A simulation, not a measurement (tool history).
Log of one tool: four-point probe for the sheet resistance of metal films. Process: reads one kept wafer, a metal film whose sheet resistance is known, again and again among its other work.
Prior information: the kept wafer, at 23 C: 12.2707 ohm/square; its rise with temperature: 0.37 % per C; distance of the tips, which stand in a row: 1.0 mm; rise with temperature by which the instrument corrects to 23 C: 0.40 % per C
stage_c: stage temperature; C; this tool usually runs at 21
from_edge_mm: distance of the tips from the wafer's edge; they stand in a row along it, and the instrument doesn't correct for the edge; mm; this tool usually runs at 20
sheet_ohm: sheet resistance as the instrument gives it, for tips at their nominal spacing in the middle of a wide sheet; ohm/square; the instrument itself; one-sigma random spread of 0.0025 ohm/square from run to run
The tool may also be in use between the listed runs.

Run 1, hour 0.0: usual settings. Result: sheet_ohm 12.294117 ohm/square.
Run 2, hour 42.7: usual settings. Result: sheet_ohm 12.292425 ohm/square.
Run 3, hour 84.2: usual settings but from_edge_mm 9 mm. Result: sheet_ohm 12.358828 ohm/square.
Run 4, hour 152.1: usual settings. Result: sheet_ohm 12.297746 ohm/square.
Run 5, hour 200.0: usual settings. Result: sheet_ohm 12.293518 ohm/square.
Run 6, hour 242.3: usual settings. Result: sheet_ohm 12.294650 ohm/square.
Run 7, hour 322.0: usual settings. Result: sheet_ohm 12.292324 ohm/square.
Run 8, hour 382.9: usual settings but stage_c 23 C. Result: sheet_ohm 12.283583 ohm/square.
Run 9, hour 427.9: usual settings but stage_c 32 C. Result: sheet_ohm 12.250153 ohm/square.
Run 10, hour 486.1: usual settings but stage_c 32 C, from_edge_mm 15 mm. Result: sheet_ohm 12.263899 ohm/square.
Run 11, hour 555.2: usual settings but stage_c 32 C, from_edge_mm 15 mm. Result: sheet_ohm 12.267453 ohm/square.
Run 12, hour 614.5: usual settings but stage_c 32 C, from_edge_mm 15 mm. Result: sheet_ohm 12.264981 ohm/square.
Run 13, hour 648.7: usual settings but stage_c 32 C, from_edge_mm 15 mm. Result: sheet_ohm 12.263581 ohm/square.
Run 14, hour 698.4: usual settings. Result: sheet_ohm 12.292938 ohm/square.
Run 15, hour 738.7: usual settings. Result: sheet_ohm 12.301116 ohm/square.
Run 16, hour 776.9: usual settings. Result: sheet_ohm 12.295646 ohm/square.
Run 17, hour 818.2: usual settings. Result: sheet_ohm 12.297324 ohm/square.
At hour 847.8: stage's thermometer calibrated.
Run 18, hour 897.8: usual settings. Result: sheet_ohm 12.300762 ohm/square.
Run 19, hour 953.2: usual settings. Result: sheet_ohm 12.294941 ohm/square.
Run 20, hour 1001.5: usual settings but from_edge_mm 43 mm. Result: sheet_ohm 12.281362 ohm/square.
Run 21, hour 1078.7: usual settings but stage_c 20 C, from_edge_mm 3 mm. Result: sheet_ohm 12.973654 ohm/square.
Run 22, hour 1151.7: usual settings but stage_c 22 C, from_edge_mm 31 mm. Result: sheet_ohm 12.280198 ohm/square.
Run 23, hour 1203.4: usual settings but stage_c 22 C, from_edge_mm 12 mm. Result: sheet_ohm 12.324703 ohm/square.
Run 24, hour 1254.9: usual settings but stage_c 25 C, from_edge_mm 47 mm. Result: sheet_ohm 12.267778 ohm/square.
Run 25, hour 1335.0: usual settings but stage_c 25 C, from_edge_mm 47 mm. Result: sheet_ohm 12.266896 ohm/square.
Run 26, hour 1370.5: usual settings but stage_c 34 C, from_edge_mm 61 mm. Result: sheet_ohm 12.234423 ohm/square.
Run 27, hour 1413.0: usual settings but stage_c 31 C, from_edge_mm 4 mm. Result: sheet_ohm 12.635161 ohm/square.
Run 28, hour 1486.8: usual settings but stage_c 31 C, from_edge_mm 26 mm. Result: sheet_ohm 12.248262 ohm/square.
Run 29, hour 1539.5: usual settings but stage_c 31 C, from_edge_mm 26 mm. Result: sheet_ohm 12.248334 ohm/square.
Run 30, hour 1586.8: usual settings but stage_c 31 C, from_edge_mm 71 mm. Result: sheet_ohm 12.237990 ohm/square.
Run 31, hour 1629.6: usual settings but stage_c 31 C, from_edge_mm 71 mm. Result: sheet_ohm 12.245325 ohm/square.
Run 32, hour 1673.4: usual settings but stage_c 31 C, from_edge_mm 71 mm. Result: sheet_ohm 12.236905 ohm/square.
Run 33, hour 1751.1: usual settings but stage_c 31 C, from_edge_mm 71 mm. Result: sheet_ohm 12.241981 ohm/square.
Run 34, hour 1812.8: usual settings but stage_c 31 C, from_edge_mm 4 mm. Result: sheet_ohm 12.639372 ohm/square.
Run 35, hour 1890.8: usual settings but stage_c 31 C, from_edge_mm 8 mm. Result: sheet_ohm 12.340953 ohm/square.
Run 36, hour 1925.4: usual settings but stage_c 33 C, from_edge_mm 8 mm. Result: sheet_ohm 12.334105 ohm/square.
Run 37, hour 1975.5: usual settings but stage_c 34 C, from_edge_mm 12 mm. Result: sheet_ohm 12.277469 ohm/square.

Below are 4 alternative next runs, each starting from the tool's condition after run 37. Predict each:
Run A, hour 2056.9: usual settings but stage_c 28 C, from_edge_mm 4 mm. Result: sheet_ohm ?.
Run B, hour 2056.9: usual settings but stage_c 25 C. Result: sheet_ohm ?.
Run C, hour 2056.9: usual settings but stage_c 22 C, from_edge_mm 23 mm. Result: sheet_ohm ?.
Run D, hour 2056.9: usual settings but stage_c 22 C. Result: sheet_ohm ?.

run  sheet_ohm
  A  12.652062
  B  12.280362
  C  12.287362
  D  12.289806
Stripped of hidden state, with their random variation kept, the same runs would have yielded:
run  sheet_ohm
  A  12.651753
  B  12.280064
  C  12.287066
  D  12.289510

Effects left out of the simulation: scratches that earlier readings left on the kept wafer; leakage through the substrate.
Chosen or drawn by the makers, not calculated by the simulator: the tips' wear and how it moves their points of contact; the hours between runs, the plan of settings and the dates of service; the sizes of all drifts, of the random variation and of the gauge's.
